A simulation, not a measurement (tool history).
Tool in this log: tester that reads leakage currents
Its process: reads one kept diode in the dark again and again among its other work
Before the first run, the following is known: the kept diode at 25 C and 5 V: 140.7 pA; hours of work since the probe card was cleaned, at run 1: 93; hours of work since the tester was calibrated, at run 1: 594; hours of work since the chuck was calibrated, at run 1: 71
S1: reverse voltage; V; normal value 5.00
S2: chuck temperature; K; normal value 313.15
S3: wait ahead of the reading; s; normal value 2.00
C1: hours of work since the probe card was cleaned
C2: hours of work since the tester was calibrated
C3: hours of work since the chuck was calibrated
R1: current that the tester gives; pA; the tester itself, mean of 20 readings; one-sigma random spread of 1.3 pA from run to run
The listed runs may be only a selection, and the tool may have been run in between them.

run    hour     S1      S2    S3   C1    C2   C3      R1
  1     0.0   5.00  313.15  2.00   93   594   71  420.48
  2    47.4   5.00  313.15  2.00  115   617   93  420.27
  3    88.2  11.82  313.15  2.00  135   636  113  652.77
  4   136.6   9.24  313.15  2.00  158   660  136  569.15
  5   157.4   9.24  313.15  2.00  168   669  146  571.03
  6   200.3   9.24  313.15  2.00  188   690  166  562.52
  7   235.2   9.24  313.15  2.00  205   707  183  563.45
  8   273.9   9.24  313.15  2.00  223   725  202  560.52
  9   299.0   5.00  313.15  2.00  235   737  214  408.13
 10   329.6   5.00  313.15  2.00  250   752  228  405.47
 11   364.2   3.08  313.15  2.00  266   768  245  316.76
 12   403.1   3.08  313.15  2.00  285   787  263  314.57
 13   433.3   5.00  313.15  2.00  299   801  278  401.37
 14   479.9   5.00  313.15  2.00  322   824  300  400.30
 15   509.0   3.58  313.15  2.00  336   837  314  335.29
 16   556.2   3.58  313.15  2.00  358   860  336  334.48
 17   602.3   5.00  313.15  2.00  380   882  358  391.48
 18   641.8   5.00  311.15  2.00  399   901  377  339.40
 19   684.1   5.00  311.15  2.00  419   921  398  337.40
 20   721.7   5.00  311.15  2.00  437   939  416  335.79
 21   764.8   5.00  311.15  2.00  458   960  436  334.44
 22   800.0   5.00  297.15  4.59  475   976  453  115.96
 23   844.9   5.00  297.15  4.59  496   998  474  115.18
 24   882.9   3.93  297.15  1.38  514  1016  492  101.40
      908.5  -- chuck's temperature calibrated
 25   911.8   1.13  293.15  2.23  527  1029    2   44.56
 26   932.5  18.21  310.15  0.46  537  1039   11  668.66
 27   953.4   2.50  308.15  0.35  547  1049   21  210.18
 28   988.8   4.85  308.15  0.35  564  1066   38  292.76
 29  1017.4   1.07  308.15  0.35  577  1079   52  134.79
 30  1065.0   1.07  308.15  0.35  600  1102   75  133.06
 31  1105.4   1.10  308.15  4.07  619  1121   94  135.21
 32  1130.0   2.72  295.15  1.87  631  1133  106   79.56
 33  1159.5   2.61  307.15  9.56  645  1147  120  193.86
 34  1187.8   9.95  301.15  6.59  659  1161  133  243.58
 35  1225.4   9.95  301.15  6.59  677  1179  151  243.13

Results per run with the tool's hidden condition removed, run-to-run variation unchanged:
Hidden state present: stray current of the dirty probe card, pA a volt; current scale over the true one, %; true chuck temperature over the reading, C; drift of the gauge itself on leakage_pa, %.
run      R1
  1  424.25
  2  426.43
  3  665.45
  4  584.01
  5  587.46
  6  581.65
  7  585.10
  8  584.58
  9  426.96
 10  425.73
 11  334.08
 12  333.43
 13  426.92
 14  428.25
 15  359.95
 16  361.26
 17  425.16
 18  370.75
 19  370.72
 20  370.75
 21  371.39
 22  130.53
 23  130.46
 24  115.46
 25   44.41
 26  667.96
 27  210.72
 28  294.84
 29  136.32
 30  135.40
 31  138.32
 32   81.71
 33  199.56
 34  251.64
 35  252.50
